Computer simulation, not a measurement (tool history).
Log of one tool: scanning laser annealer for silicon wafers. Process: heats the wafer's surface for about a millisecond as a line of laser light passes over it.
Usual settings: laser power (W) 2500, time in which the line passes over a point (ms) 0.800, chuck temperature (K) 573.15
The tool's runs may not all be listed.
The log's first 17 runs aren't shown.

run	hour	laser power (W)	time in which the line passes over a point (ms)	chuck temperature (K)	hours of work since the window was cleaned	hours of work since the power meter was calibrated	hours of work since the optics were aligned	highest temperature of the surface (K)
18	859.6	2500	0.800	573.15	338	1514	537	1255.15
19	930.3	2500	0.800	594.15	376	1551	574	1274.15
20	965.0	2500	0.800	573.15	394	1570	593	1252.15
# hour 1001.2: window over the wafer cleaned
21	1034.9	2500	0.800	573.15	18	1606	629	1289.15
22	1098.8	2500	0.800	573.15	52	1640	663	1283.15
23	1146.4	2382	0.567	569.15	77	1665	688	1128.15
24	1179.8	2471	0.887	538.15	95	1683	706	1271.15
25	1248.9	2681	0.770	570.15	132	1720	743	1319.15
26	1292.9	2419	0.770	608.15	155	1743	766	1269.15
27	1364.8	2419	0.770	608.15	194	1782	805	1265.15
28	1413.9	2587	0.770	608.15	220	1808	831	1316.15
29	1475.1	2587	0.770	608.15	252	1840	863	1316.15
30	1530.1	2587	0.770	608.15	282	1870	893	1307.15
31	1600.6	2582	0.806	574.15	319	1907	930	1285.15
32	1637.4	2582	0.956	538.15	339	1927	950	1317.15
33	1689.2	2170	0.572	573.15	366	1954	977	1059.15
34	1720.1	2170	0.572	573.15	383	1971	994	1056.15
35	1763.1	2500	0.800	557.15	406	1994	1017	1237.15
# hour 1780.3: window over the wafer cleaned
36	1804.9	2500	0.800	557.15	13	2015	1038	1267.15
37	1852.1	2500	0.800	557.15	38	2040	1063	1270.15
38	1908.3	2700	0.800	606.15	68	2070	1093	1378.15
39	1973.7	2193	0.675	563.15	103	2105	1128	1119.15
40	2045.6	2289	0.586	568.15	141	2143	1166	1104.15
41	2091.9	2327	0.927	592.15	166	2168	1191	1284.15

Forecast each of these 4 alternatives for the next run:
A	2153.7	2500	0.639	545.15	199	2201	1224	?
B	2153.7	2180	0.800	555.15	199	2201	1224	?
C	2153.7	2527	0.891	550.15	199	2201	1224	?
D	2153.7	2587	0.968	559.15	199	2201	1224	?

run	highest temperature of the surface (K)
A	1162.15
B	1150.15
C	1292.15
D	1356.15
Without the tool's hidden state the same runs would have given:
run	highest temperature of the surface (K)
A	1184.15
B	1171.15
C	1318.15
D	1383.15
